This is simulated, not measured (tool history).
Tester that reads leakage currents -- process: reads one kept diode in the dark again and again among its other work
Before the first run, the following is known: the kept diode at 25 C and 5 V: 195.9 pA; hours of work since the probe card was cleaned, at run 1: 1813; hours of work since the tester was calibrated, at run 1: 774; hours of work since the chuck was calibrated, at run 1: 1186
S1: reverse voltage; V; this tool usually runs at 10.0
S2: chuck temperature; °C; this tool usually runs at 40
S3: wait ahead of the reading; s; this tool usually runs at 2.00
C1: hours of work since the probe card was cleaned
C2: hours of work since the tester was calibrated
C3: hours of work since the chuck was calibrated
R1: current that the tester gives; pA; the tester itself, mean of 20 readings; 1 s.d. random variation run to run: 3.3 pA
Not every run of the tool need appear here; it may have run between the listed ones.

Run 1, hour 0.0: usual settings; C1 1813; C2 774; C3 1186. Result: R1 1171.58 pA.
Run 2, hour 147.7: usual settings; C1 1925; C2 886; C3 1298. Result: R1 1172.83 pA.
Run 3, hour 241.0: usual settings; C1 1995; C2 956; C3 1368. Result: R1 1175.10 pA.
Run 4, hour 328.3: usual settings but S3 2.73 s; C1 2061; C2 1022; C3 1434. Result: R1 1176.17 pA.
Run 5, hour 491.7: usual settings; C1 2184; C2 1145; C3 1557. Result: R1 1184.71 pA.
Run 6, hour 645.6: usual settings but S1 5.0 V; C1 2300; C2 1261; C3 1673. Result: R1 833.48 pA.
At hour 732.5: chuck's temperature calibrated.
Run 7, hour 732.5: usual settings but S1 5.0 V; C1 2364; C2 1325; C3 0. Result: R1 774.56 pA.
Run 8, hour 898.0: usual settings but S1 5.0 V; C1 2489; C2 1450; C3 125. Result: R1 778.34 pA.
Run 9, hour 1001.7: usual settings but S1 5.0 V; C1 2567; C2 1528; C3 203. Result: R1 780.38 pA.
Run 10, hour 1179.1: usual settings but S1 5.0 V; C1 2701; C2 1662; C3 337. Result: R1 789.39 pA.
Run 11, hour 1356.1: usual settings but S1 5.0 V; C1 2835; C2 1796; C3 470. Result: R1 788.17 pA.
Run 12, hour 1492.8: usual settings; C1 2938; C2 1899; C3 574. Result: R1 1140.15 pA.
At hour 1567.9: probe card cleaned and baked.
Run 13, hour 1611.8: usual settings; C1 33; C2 1986; C3 661. Result: R1 1153.21 pA.
Run 14, hour 1712.4: usual settings; C1 109; C2 2062; C3 737. Result: R1 1149.67 pA.
Run 15, hour 1874.2: usual settings but S1 7.1 V; C1 231; C2 2184; C3 859. Result: R1 976.21 pA.
Run 16, hour 1969.2: usual settings but S1 7.1 V; C1 303; C2 2256; C3 931. Result: R1 982.54 pA.
Run 17, hour 2114.6: usual settings but S2 55 °C; C1 412; C2 2366; C3 1040. Result: R1 3935.06 pA.
At hour 2234.1: probe card cleaned and baked, once more.
Run 18, hour 2307.5: usual settings but S2 55 °C; C1 55; C2 2509; C3 1183. Result: R1 3919.25 pA.
Run 19, hour 2502.7: usual settings but S2 55 °C, S3 3.17 s; C1 203; C2 2656; C3 1331. Result: R1 3938.21 pA.
Run 20, hour 2700.7: usual settings but S2 55 °C, S3 3.17 s; C1 352; C2 2805; C3 1480. Result: R1 3967.88 pA.
Run 21, hour 2841.8: usual settings but S1 13.0 V, S2 38 °C, S3 5.02 s; C1 458; C2 2912; C3 1587. Result: R1 1119.08 pA.
Run 22, hour 2996.5: usual settings but S1 1.5 V, S2 49 °C, S3 0.59 s; C1 575; C2 3028; C3 1703. Result: R1 931.03 pA.
At hour 3034.6: chuck's temperature calibrated.
Run 23, hour 3169.7: usual settings but S1 1.5 V, S2 49 °C, S3 0.59 s; C1 704; C2 3158; C3 102. Result: R1 882.96 pA.
Run 24, hour 3269.8: usual settings but S2 52 °C, S3 3.94 s; C1 780; C2 3233; C3 177. Result: R1 2966.28 pA.
Run 25, hour 3387.2: usual settings but S2 52 °C, S3 3.94 s; C1 868; C2 3322; C3 266. Result: R1 2999.94 pA.
Run 26, hour 3553.8: usual settings but S2 52 °C, S3 3.94 s; C1 994; C2 3447; C3 392. Result: R1 2966.10 pA.
Run 27, hour 3665.3: usual settings but S2 23 °C, S3 9.14 s; C1 1078; C2 3532; C3 476. Result: R1 245.48 pA.
Run 28, hour 3840.3: usual settings but S1 1.0 V, S3 7.17 s; C1 1210; C2 3663; C3 608. Result: R1 341.57 pA.
Run 29, hour 4005.4: usual settings but S1 1.0 V, S3 7.17 s; C1 1335; C2 3788; C3 732. Result: R1 344.64 pA.
Run 30, hour 4165.8: usual settings but S1 1.0 V, S3 7.17 s; C1 1456; C2 3909; C3 853. Result: R1 345.54 pA.
At hour 4252.0: tester calibrated.
Run 31, hour 4252.5: usual settings but S1 8.9 V, S2 27 °C, S3 7.78 s; C1 1520; C2 0; C3 917. Result: R1 343.73 pA.
Run 32, hour 4422.7: usual settings but S1 2.6 V, S2 31 °C, S3 6.63 s; C1 1648; C2 129; C3 1046. Result: R1 260.93 pA.
Run 33, hour 4564.0: usual settings but S1 2.6 V, S2 31 °C, S3 6.63 s; C1 1754; C2 235; C3 1152. Result: R1 262.57 pA.
Run 34, hour 4736.0: usual settings but S1 2.6 V, S2 31 °C, S3 6.63 s; C1 1884; C2 365; C3 1282. Result: R1 263.51 pA.
Run 35, hour 4869.2: usual settings but S1 5.6 V, S2 45 °C, S3 6.63 s; C1 1985; C2 466; C3 1382. Result: R1 1319.27 pA.
Run 36, hour 4966.4: usual settings but S1 5.6 V, S2 45 °C, S3 6.63 s; C1 2058; C2 539; C3 1456. Result: R1 1328.69 pA.
Run 37, hour 5063.7: usual settings but S1 5.6 V, S2 59 °C, S3 0.51 s; C1 2131; C2 612; C3 1529. Result: R1 4059.38 pA.
Run 38, hour 5156.7: usual settings but S1 17.7 V, S2 23 °C, S3 2.98 s; C1 2202; C2 682; C3 1599. Result: R1 369.27 pA.
Run 39, hour 5254.9: usual settings but S3 7.36 s; C1 2276; C2 756; C3 1673. Result: R1 1187.12 pA.

Predict each of these 4 candidate next runs independently; none follows another, all start after run 39:
At hour 5344.5: chuck's temperature calibrated.
Run A, hour 5376.0: usual settings but S1 16.0 V, S3 3.16 s; C1 2365; C2 846; C3 24. Result: R1 ?.
At hour 5344.5: chuck's temperature calibrated.
Run B, hour 5376.0: usual settings but S2 27 °C; C1 2365; C2 846; C3 24. Result: R1 ?.
At hour 5344.5: chuck's temperature calibrated.
Run C, hour 5376.0: usual settings but S1 1.3 V, S2 30 °C, S3 7.36 s; C1 2365; C2 846; C3 24. Result: R1 ?.
At hour 5344.5: chuck's temperature calibrated.
Run D, hour 5376.0: usual settings but S1 1.7 V, S3 9.37 s; C1 2365; C2 846; C3 24. Result: R1 ?.

run       R1
  A  1426.96
  B   363.31
  C   160.13
  D   443.37
Without the tool's hidden state the same runs would have given:
run       R1
  A  1387.30
  B   339.93
  C   156.70
  D   438.24
